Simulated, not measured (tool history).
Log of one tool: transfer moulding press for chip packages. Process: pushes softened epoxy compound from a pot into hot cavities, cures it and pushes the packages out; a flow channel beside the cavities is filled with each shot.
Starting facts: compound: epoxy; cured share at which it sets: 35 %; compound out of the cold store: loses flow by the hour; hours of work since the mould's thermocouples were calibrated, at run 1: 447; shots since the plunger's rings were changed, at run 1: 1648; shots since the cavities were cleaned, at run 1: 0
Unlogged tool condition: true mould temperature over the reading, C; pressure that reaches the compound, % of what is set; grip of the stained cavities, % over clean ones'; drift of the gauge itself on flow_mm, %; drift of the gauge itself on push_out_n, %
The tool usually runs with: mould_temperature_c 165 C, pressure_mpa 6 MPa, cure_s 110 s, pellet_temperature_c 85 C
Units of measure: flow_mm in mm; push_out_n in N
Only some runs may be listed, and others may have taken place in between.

run,hour,mould_temperature_c,pressure_mpa,cure_s,pellet_temperature_c,hours of work since the mould's thermocouples were calibrated,shots since the plunger's rings were changed,shots since the cavities were cleaned,incoming compound's hours out of the cold store,flow_mm,push_out_n
1,0,165,6,110,85,447,1648,0,12.2,780,580
2,45.8,165,6.41,110,85,467,1959,311,17.4,818,752
3,87.2,157,6.41,110,85,485,2240,592,10.9,860,1790
# hour 123.4: cavities cleaned with cleaning compound and waxed
4,136.3,165,6,138,85,506,2563,87,19.1,767,450
5,198,165,6,138,85,533,2982,506,37.3,713,619
# hour 249.3: cavities cleaned with cleaning compound and waxed
6,274.5,165,6,138,85,566,3491,171,45.7,702,477
7,319.9,165,6,138,85,585,3800,480,10.7,766,614
# hour 377.7: cavities cleaned with cleaning compound and waxed
# hour 391.3: mould's thermocouples calibrated
8,396.2,165,6,138,85,2,4293,112,37,694,484
9,443.1,173,6,110,85,23,4612,431,44.1,649,557
# hour 494.3: plunger's sealing rings changed
10,501,173,6,110,85,47,45,807,19.6,757,665
# hour 506.7: cavities cleaned with cleaning compound and waxed
11,571.7,173,6,110,85,77,515,441,16.6,762,577
# hour 632.3: cavities cleaned with cleaning compound and waxed
12,652.2,173,6,110,85,111,1051,135,31.4,723,470
13,700.6,168,6,110,85,132,1380,464,19.6,768,683
14,744.2,165,6,110,85,151,1676,760,28.9,756,940
# hour 755.8: cavities cleaned with cleaning compound and waxed
15,819.9,171,6,112,85,184,2179,435,44.2,703,594
# hour 884: cavities cleaned with cleaning compound and waxed
16,884.3,171,6,112,85,211,2606,2,14.2,747,403
17,957,171,7.41,116,85,243,3100,496,11.9,826,584
# hour 1011.5: cavities cleaned with cleaning compound and waxed
18,1027.4,164,5.61,117,91,273,3567,107,36.5,675,587
19,1066.8,165,6,110,80,290,3835,375,32.8,704,827
# hour 1141.7: cavities cleaned with cleaning compound and waxed
20,1147.7,165,6.53,110,80,325,4374,41,41.4,719,565
# hour 1235.4: plunger's sealing rings changed
21,1235.4,165,6.53,110,80,362,0,619,31,808,877
# hour 1272.3: cavities cleaned with cleaning compound and waxed
22,1289.9,167,6.45,100,87,385,360,119,45,751,636

Run 23 is up next; what results do you expect?
23,1354,158,7.4,100,87,413,795,554,15,?,?

flow_mm: 926 mm
push_out_n: 1958 N
With the hidden condition absent and the run-to-run variation left alone, this run would have shown flow_mm 952 mm, push_out_n 1302 N.
